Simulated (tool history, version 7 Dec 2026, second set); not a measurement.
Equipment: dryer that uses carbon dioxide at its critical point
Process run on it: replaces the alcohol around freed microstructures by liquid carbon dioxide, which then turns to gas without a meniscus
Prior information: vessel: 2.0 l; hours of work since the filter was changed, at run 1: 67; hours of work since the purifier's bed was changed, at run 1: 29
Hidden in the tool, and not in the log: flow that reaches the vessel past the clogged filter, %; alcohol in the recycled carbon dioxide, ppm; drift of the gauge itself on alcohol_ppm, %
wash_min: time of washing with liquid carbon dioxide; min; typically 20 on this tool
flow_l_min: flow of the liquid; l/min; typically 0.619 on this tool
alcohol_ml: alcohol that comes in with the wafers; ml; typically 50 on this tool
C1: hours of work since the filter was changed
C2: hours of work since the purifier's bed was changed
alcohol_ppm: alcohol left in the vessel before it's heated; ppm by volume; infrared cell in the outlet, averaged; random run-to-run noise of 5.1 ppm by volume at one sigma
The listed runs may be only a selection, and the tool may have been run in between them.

run 1 hour=0 | wash_min=20 flow_l_min=0.619 alcohol_ml=50 | C1=67 C2=29 | alcohol_ppm=85
run 2 hour=29.8 | wash_min=20 flow_l_min=0.619 alcohol_ml=50 | C1=82 C2=43 | alcohol_ppm=88
run 3 hour=93.1 | wash_min=20 flow_l_min=0.619 alcohol_ml=50 | C1=114 C2=75 | alcohol_ppm=102
run 4 hour=126.4 | wash_min=20 flow_l_min=0.619 alcohol_ml=50 | C1=130 C2=92 | alcohol_ppm=109
run 5 hour=181.2 | wash_min=20 flow_l_min=0.619 alcohol_ml=27 | C1=158 C2=119 | alcohol_ppm=68
-- hour=234.7 inlet filter changed
run 6 hour=244.1 | wash_min=20 flow_l_min=0.619 alcohol_ml=50 | C1=5 C2=150 | alcohol_ppm=79
run 7 hour=293.4 | wash_min=20 flow_l_min=0.619 alcohol_ml=50 | C1=29 C2=174 | alcohol_ppm=85
run 8 hour=360.2 | wash_min=20 flow_l_min=0.619 alcohol_ml=50 | C1=63 C2=208 | alcohol_ppm=104
run 9 hour=424.9 | wash_min=20 flow_l_min=0.619 alcohol_ml=50 | C1=95 C2=240 | alcohol_ppm=108
run 10 hour=469.9 | wash_min=20 flow_l_min=0.619 alcohol_ml=50 | C1=117 C2=262 | alcohol_ppm=129
run 11 hour=511.6 | wash_min=20 flow_l_min=0.619 alcohol_ml=50 | C1=138 C2=283 | alcohol_ppm=118
run 12 hour=555.8 | wash_min=22 flow_l_min=0.471 alcohol_ml=25 | C1=160 C2=305 | alcohol_ppm=180
-- hour=604.6 inlet filter changed
run 13 hour=608 | wash_min=12 flow_l_min=0.619 alcohol_ml=25 | C1=2 C2=331 | alcohol_ppm=361
run 14 hour=669.4 | wash_min=14 flow_l_min=0.75 alcohol_ml=70 | C1=32 C2=361 | alcohol_ppm=247
run 15 hour=707 | wash_min=14 flow_l_min=0.75 alcohol_ml=70 | C1=51 C2=380 | alcohol_ppm=251
run 16 hour=736.5 | wash_min=14 flow_l_min=0.75 alcohol_ml=70 | C1=66 C2=395 | alcohol_ppm=281
run 17 hour=779.1 | wash_min=13 flow_l_min=0.973 alcohol_ml=79 | C1=87 C2=416 | alcohol_ppm=142
run 18 hour=814.5 | wash_min=19 flow_l_min=0.467 alcohol_ml=79 | C1=105 C2=434 | alcohol_ppm=788
run 19 hour=848.8 | wash_min=20 flow_l_min=0.693 alcohol_ml=33 | C1=122 C2=451 | alcohol_ppm=69
run 20 hour=879.9 | wash_min=20 flow_l_min=0.693 alcohol_ml=33 | C1=137 C2=466 | alcohol_ppm=75
run 21 hour=920.8 | wash_min=23 flow_l_min=0.619 alcohol_ml=41 | C1=158 C2=487 | alcohol_ppm=77
run 22 hour=962.3 | wash_min=24 flow_l_min=0.619 alcohol_ml=64 | C1=178 C2=508 | alcohol_ppm=94

Branching from run 22: 5 alternative next runs. What would each branch give?
-- hour=971.6 inlet filter changed
run A hour=1012.7 | wash_min=25 flow_l_min=0.467 alcohol_ml=42 | C1=21 C2=532 | alcohol_ppm=?
-- hour=971.6 inlet filter changed
run B hour=1012.7 | wash_min=20 flow_l_min=0.413 alcohol_ml=97 | C1=21 C2=532 | alcohol_ppm=?
-- hour=971.6 inlet filter changed
run C hour=1012.7 | wash_min=19 flow_l_min=0.922 alcohol_ml=23 | C1=21 C2=532 | alcohol_ppm=?
-- hour=971.6 inlet filter changed
run D hour=1012.7 | wash_min=23 flow_l_min=0.581 alcohol_ml=109 | C1=21 C2=532 | alcohol_ppm=?
-- hour=971.6 inlet filter changed
run E hour=1012.7 | wash_min=24 flow_l_min=0.619 alcohol_ml=29 | C1=21 C2=532 | alcohol_ppm=?

run=A alcohol_ppm=128
run=B alcohol_ppm=1056
run=C alcohol_ppm=45
run=D alcohol_ppm=145
run=E alcohol_ppm=64
With the hidden condition removed and each run's random variation left untouched, the same runs would have given:
run=A alcohol_ppm=78
run=B alcohol_ppm=947
run=C alcohol_ppm=4
run=D alcohol_ppm=94
run=E alcohol_ppm=21
